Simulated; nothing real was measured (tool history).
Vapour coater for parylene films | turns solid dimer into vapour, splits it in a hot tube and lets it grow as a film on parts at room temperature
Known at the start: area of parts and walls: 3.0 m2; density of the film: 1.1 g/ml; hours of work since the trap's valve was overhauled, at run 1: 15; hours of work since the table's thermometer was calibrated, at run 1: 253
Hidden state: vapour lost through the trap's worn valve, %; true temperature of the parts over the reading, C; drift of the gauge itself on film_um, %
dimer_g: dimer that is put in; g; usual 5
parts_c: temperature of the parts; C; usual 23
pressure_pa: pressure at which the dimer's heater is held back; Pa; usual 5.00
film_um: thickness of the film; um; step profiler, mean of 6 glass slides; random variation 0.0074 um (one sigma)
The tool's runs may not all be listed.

| run | hour | dimer_g | parts_c | pressure_pa | hours of work since the trap's valve was overhauled | hours of work since the table's thermometer was calibrated | film_um |
|---|---|---|---|---|---|---|---|
| 1 | 0.0 | 5 | 23 | 5.00 | 15 | 253 | 1.041 |
| 2 | 14.5 | 7 | 23 | 5.00 | 24 | 262 | 1.458 |
| 3 | 27.0 | 7 | 23 | 5.00 | 32 | 270 | 1.453 |
| 4 | 36.4 | 7 | 23 | 5.00 | 38 | 276 | 1.444 |
| 5 | 46.2 | 7 | 23 | 5.00 | 44 | 282 | 1.453 |
| 6 | 60.2 | 7 | 23 | 5.00 | 53 | 291 | 1.451 |
| 7 | 69.3 | 7 | 23 | 5.00 | 58 | 297 | 1.454 |
| 8 | 86.7 | 7 | 23 | 5.00 | 69 | 308 | 1.448 |
| 9 | 102.0 | 4 | 23 | 5.00 | 79 | 317 | 0.832 |
| 10 | 115.4 | 5 | 23 | 5.00 | 87 | 326 | 1.033 |
| 11 | 128.3 | 5 | 23 | 3.79 | 96 | 334 | 1.072 |
| 12 | 143.2 | 5 | 23 | 5.00 | 105 | 343 | 1.035 |
| 13 | 154.6 | 5 | 22 | 5.00 | 112 | 351 | 1.058 |
| 14 | 173.6 | 5 | 23 | 6.29 | 124 | 363 | 1.011 |
| 15 | 190.5 | 5 | 23 | 6.29 | 135 | 373 | 1.001 |
| 16 | 209.3 | 4 | 23 | 6.29 | 147 | 385 | 0.805 |
| 17 | 220.6 | 5 | 17 | 5.00 | 154 | 392 | 1.126 |
| 18 | 239.0 | 5 | 17 | 5.00 | 165 | 404 | 1.131 |
|  | 244.5 | trap's valve overhauled |
| 19 | 256.5 | 5 | 17 | 5.00 | 8 | 412 | 1.122 |
| 20 | 275.6 | 3 | 17 | 5.00 | 20 | 424 | 0.685 |
| 21 | 294.5 | 5 | 30 | 9.60 | 32 | 436 | 0.859 |
| 22 | 309.4 | 5 | 30 | 9.60 | 41 | 446 | 0.851 |
| 23 | 322.1 | 3 | 19 | 7.90 | 49 | 454 | 0.618 |
| 24 | 335.8 | 3 | 18 | 11.06 | 58 | 462 | 0.597 |
|  | 344.9 | trap's valve overhauled, once more |
| 25 | 353.2 | 3 | 16 | 5.00 | 5 | 471 | 0.708 |
| 26 | 365.2 | 5 | 31 | 5.00 | 13 | 478 | 0.922 |
| 27 | 374.4 | 5 | 31 | 5.00 | 19 | 484 | 0.928 |
| 28 | 393.9 | 5 | 31 | 5.00 | 31 | 496 | 0.916 |
| 29 | 407.0 | 8 | 18 | 2.10 | 39 | 505 | 2.000 |
| 30 | 422.9 | 8 | 18 | 2.10 | 49 | 515 | 1.996 |
| 31 | 433.9 | 3 | 21 | 2.10 | 56 | 522 | 0.721 |
| 32 | 444.3 | 6 | 31 | 10.35 | 63 | 528 | 1.013 |
| 33 | 462.5 | 6 | 20 | 10.35 | 74 | 540 | 1.187 |
| 34 | 479.3 | 5 | 18 | 5.00 | 85 | 550 | 1.120 |
| 35 | 496.2 | 5 | 18 | 5.00 | 95 | 561 | 1.123 |
| 36 | 510.0 | 6 | 22 | 5.76 | 104 | 570 | 1.237 |
| 37 | 518.7 | 9 | 33 | 2.47 | 110 | 575 | 1.747 |
| 38 | 530.8 | 9 | 33 | 2.47 | 117 | 583 | 1.731 |
| 39 | 543.5 | 7 | 33 | 2.47 | 125 | 591 | 1.360 |

The same runs without the tool's hidden state, with the same run-to-run variation:
| run | film_um |
|---|---|
| 1 | 1.038 |
| 2 | 1.455 |
| 3 | 1.451 |
| 4 | 1.442 |
| 5 | 1.453 |
| 6 | 1.452 |
| 7 | 1.455 |
| 8 | 1.451 |
| 9 | 0.834 |
| 10 | 1.036 |
| 11 | 1.077 |
| 12 | 1.041 |
| 13 | 1.064 |
| 14 | 1.018 |
| 15 | 1.009 |
| 16 | 0.812 |
| 17 | 1.137 |
| 18 | 1.143 |
| 19 | 1.140 |
| 20 | 0.697 |
| 21 | 0.875 |
| 22 | 0.868 |
| 23 | 0.631 |
| 24 | 0.609 |
| 25 | 0.703 |
| 26 | 0.917 |
| 27 | 0.924 |
| 28 | 0.913 |
| 29 | 1.995 |
| 30 | 1.992 |
| 31 | 0.720 |
| 32 | 1.012 |
| 33 | 1.188 |
| 34 | 1.121 |
| 35 | 1.125 |
| 36 | 1.241 |
| 37 | 1.753 |
| 38 | 1.739 |
| 39 | 1.367 |

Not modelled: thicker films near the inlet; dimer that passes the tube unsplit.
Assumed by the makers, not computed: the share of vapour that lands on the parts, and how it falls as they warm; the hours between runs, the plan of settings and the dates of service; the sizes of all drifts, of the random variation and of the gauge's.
